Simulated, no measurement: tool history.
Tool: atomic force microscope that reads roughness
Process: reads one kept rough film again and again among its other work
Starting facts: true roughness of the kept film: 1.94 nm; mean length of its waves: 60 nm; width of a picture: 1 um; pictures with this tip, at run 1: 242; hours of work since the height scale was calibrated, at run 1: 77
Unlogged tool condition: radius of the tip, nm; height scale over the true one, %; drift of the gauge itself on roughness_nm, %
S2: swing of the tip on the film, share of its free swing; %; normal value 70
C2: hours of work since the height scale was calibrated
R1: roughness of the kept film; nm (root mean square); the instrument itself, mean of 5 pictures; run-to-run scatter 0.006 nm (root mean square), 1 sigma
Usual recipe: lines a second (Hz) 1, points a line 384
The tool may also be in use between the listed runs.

Run 1, day 0: usual settings; pictures with this tip 242; C2 77. Result: R1 1.807 nm (root mean square).
Run 2, day 0.85: usual settings but points a line 569; pictures with this tip 257; C2 87. Result: R1 1.803 nm (root mean square).
Run 3, day 1.508: usual settings but S2 65 %; pictures with this tip 269; C2 94. Result: R1 1.826 nm (root mean square).
Run 4, day 2.162: usual settings but S2 65 %; pictures with this tip 281; C2 102. Result: R1 1.839 nm (root mean square).
At day 2.7: new tip fitted.
Run 5, day 3.35: usual settings but S2 65 %; pictures with this tip 12; C2 115. Result: R1 1.848 nm (root mean square).
Run 6, day 4.308: usual settings but S2 65 %; pictures with this tip 30; C2 126. Result: R1 1.843 nm (root mean square).
Run 7, day 4.875: usual settings but S2 65 %; pictures with this tip 40; C2 132. Result: R1 1.849 nm (root mean square).
Run 8, day 5.904: usual settings but lines a second (Hz) 0.59, S2 65 %; pictures with this tip 59; C2 144. Result: R1 1.875 nm (root mean square).
At day 6.021: height scale calibrated on a step standard.
Run 9, day 7.083: usual settings but lines a second (Hz) 0.59, S2 65 %; pictures with this tip 79; C2 12. Result: R1 1.865 nm (root mean square).
Run 10, day 7.888: usual settings but S2 65 %; pictures with this tip 94; C2 21. Result: R1 1.838 nm (root mean square).
Run 11, day 8.804: usual settings but lines a second (Hz) 0.62; pictures with this tip 111; C2 32. Result: R1 1.847 nm (root mean square).
Run 12, day 9.617: usual settings but lines a second (Hz) 0.5; pictures with this tip 126; C2 41. Result: R1 1.851 nm (root mean square).
Run 13, day 10.554: usual settings but lines a second (Hz) 3.23, S2 64 %, points a line 367; pictures with this tip 143; C2 51. Result: R1 1.716 nm (root mean square).
At day 10.921: height scale calibrated on a step standard, once more.
Run 14, day 11.742: usual settings but lines a second (Hz) 0.65, S2 64 %, points a line 339; pictures with this tip 163; C2 9. Result: R1 1.862 nm (root mean square).
Run 15, day 12.796: usual settings but lines a second (Hz) 0.65, S2 71 %, points a line 685; pictures with this tip 183; C2 21. Result: R1 1.849 nm (root mean square).
Run 16, day 13.421: usual settings but lines a second (Hz) 0.65, S2 71 %, points a line 685; pictures with this tip 194; C2 28. Result: R1 1.844 nm (root mean square).
Run 17, day 14.217: usual settings but lines a second (Hz) 0.65, S2 71 %, points a line 685; pictures with this tip 209; C2 37. Result: R1 1.843 nm (root mean square).
Run 18, day 14.767: usual settings but lines a second (Hz) 0.97, points a line 348; pictures with this tip 218; C2 44. Result: R1 1.805 nm (root mean square).
Run 19, day 15.821: usual settings but lines a second (Hz) 2.29, S2 63 %, points a line 848; pictures with this tip 238; C2 56. Result: R1 1.776 nm (root mean square).
Run 20, day 16.508: usual settings but lines a second (Hz) 0.51, S2 85 %, points a line 968; pictures with this tip 250; C2 63. Result: R1 1.8 nm (root mean square).
Run 21, day 17.738: usual settings but lines a second (Hz) 0.51, S2 85 %, points a line 968; pictures with this tip 273; C2 77. Result: R1 1.794 nm (root mean square).
Run 22, day 18.533: usual settings but lines a second (Hz) 2.61, S2 57 %, points a line 606; pictures with this tip 287; C2 86. Result: R1 1.795 nm (root mean square).

Each row is a separate what-if for the run after 22, all from the same tool condition, not one after another. Results?
At day 18.758: new tip fitted.
Run A, day 19.233: usual settings but S2 81 %; pictures with this tip 8; C2 94. Result: R1 ?.
At day 18.758: new tip fitted.
Run B, day 19.233: usual settings but lines a second (Hz) 1.68, S2 65 %, points a line 756; pictures with this tip 8; C2 94. Result: R1 ?.
At day 18.758: new tip fitted.
Run C, day 19.233: usual settings but lines a second (Hz) 3.09, S2 60 %, points a line 288; pictures with this tip 8; C2 94. Result: R1 ?.

run     R1
  A  1.762
  B  1.813
  C  1.772
Had the tool no hidden state, the same runs would have come out as:
run     R1
  A  1.767
  B  1.818
  C  1.777
